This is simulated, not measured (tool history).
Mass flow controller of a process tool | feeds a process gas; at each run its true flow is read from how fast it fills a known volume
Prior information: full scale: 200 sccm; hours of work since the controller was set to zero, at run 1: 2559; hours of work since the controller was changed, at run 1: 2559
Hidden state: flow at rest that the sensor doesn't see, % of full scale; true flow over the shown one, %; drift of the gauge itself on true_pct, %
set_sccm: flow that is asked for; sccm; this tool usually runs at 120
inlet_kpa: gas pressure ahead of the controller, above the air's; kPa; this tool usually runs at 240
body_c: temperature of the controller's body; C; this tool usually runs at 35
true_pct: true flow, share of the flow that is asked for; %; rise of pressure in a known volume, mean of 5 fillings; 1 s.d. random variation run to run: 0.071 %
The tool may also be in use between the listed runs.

run,hour,set_sccm,inlet_kpa,body_c,hours of work since the controller was set to zero,hours of work since the controller was changed,true_pct
1,0.0,120,240,35,2559,2559,100.99
2,113.6,120,240,35,2648,2648,101.16
3,181.3,120,240,35,2702,2702,101.32
4,262.1,167,240,35,2765,2765,101.33
5,377.5,167,240,35,2856,2856,101.47
6,467.6,120,240,35,2927,2927,101.19
7,574.7,120,240,35,3012,3012,101.41
8,693.5,120,240,35,3105,3105,101.53
9,811.0,120,240,35,3198,3198,101.59
10,893.0,120,240,35,3262,3262,101.41
11,1000.6,120,240,35,3347,3347,101.49
# hour 1008.8: controller's zero set anew
12,1050.2,120,240,35,33,3386,101.73
13,1105.3,41,154,23,76,3429,103.91
14,1207.9,41,154,32,157,3510,104.42
15,1267.2,74,216,37,204,3557,102.60
16,1333.8,121,223,20,256,3609,101.10
17,1418.3,121,223,20,323,3676,101.18
18,1516.2,121,223,20,400,3753,101.07
19,1606.6,121,223,20,471,3824,101.34

Below, some changes in true_pct between adjacent runs. For each, the amount present without the hidden state too (settings, incoming material, random variation) and the amount remaining for the hidden state with gauge scatter not shared by both compared results:
Run 12 -> 13: set_sccm 120 -> 41, inlet_kpa 240 -> 154, body_c 35 -> 23. true_pct +2.18 %: hidden state +3.04, all else -0.86.
